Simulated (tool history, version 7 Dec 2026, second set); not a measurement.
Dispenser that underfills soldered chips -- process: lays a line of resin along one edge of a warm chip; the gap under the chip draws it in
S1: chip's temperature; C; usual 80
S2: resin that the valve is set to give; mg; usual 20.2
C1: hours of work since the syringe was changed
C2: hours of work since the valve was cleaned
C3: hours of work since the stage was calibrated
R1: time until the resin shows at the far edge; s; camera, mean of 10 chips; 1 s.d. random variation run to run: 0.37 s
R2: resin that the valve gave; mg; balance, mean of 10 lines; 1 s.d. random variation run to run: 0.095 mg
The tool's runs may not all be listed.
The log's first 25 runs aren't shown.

run   hour  S1    S2  C1   C2   C3    R1     R2
 26  136.9  80  22.9   5   80  265  40.4  21.32
     138.4  -- new syringe of resin
 27  143.6  80  22.9   4   84  270    35  21.31
     147.7  -- new syringe of resin
 28  147.7  80  22.9   0   87  273  24.1  21.22
 29    152  90  20.3   3   90  276  21.7  18.62
 30  155.2  86  26.2   5   93  278  31.1  24.11
     156.9  -- new syringe of resin
 31  159.9  70  20.8   2   96  281  47.8  19.15
     166.3  -- new syringe of resin
 32  167.2  70  19.7   1  101  286    42  18.02
 33  173.1  83  24.2   5  105  291  34.1  22.04
     175.3  -- new syringe of resin
 34  178.4  66  20.3   2  109  294  59.4  18.48
 35  181.7  66  17.8   5  111  297  75.4  16.25

Here are 3 independent what-if runs from the current tool condition. What would each one return?
     184.6  -- new syringe of resin
  A   186  65  21.9   1  114  300   ?   ?
     184.6  -- new syringe of resin
  B   186  82  22.7   1  114  300   ?   ?
     184.6  -- new syringe of resin
  C   186  84  25.1   1  114  300   ?   ?

run    R1     R2
  A    54  19.81
  B  24.4  20.55
  C    22  22.83
With no hidden state in the tool, these same runs would have given:
run    R1     R2
  A  43.9  21.87
  B    20  22.67
  C  18.1  25.18

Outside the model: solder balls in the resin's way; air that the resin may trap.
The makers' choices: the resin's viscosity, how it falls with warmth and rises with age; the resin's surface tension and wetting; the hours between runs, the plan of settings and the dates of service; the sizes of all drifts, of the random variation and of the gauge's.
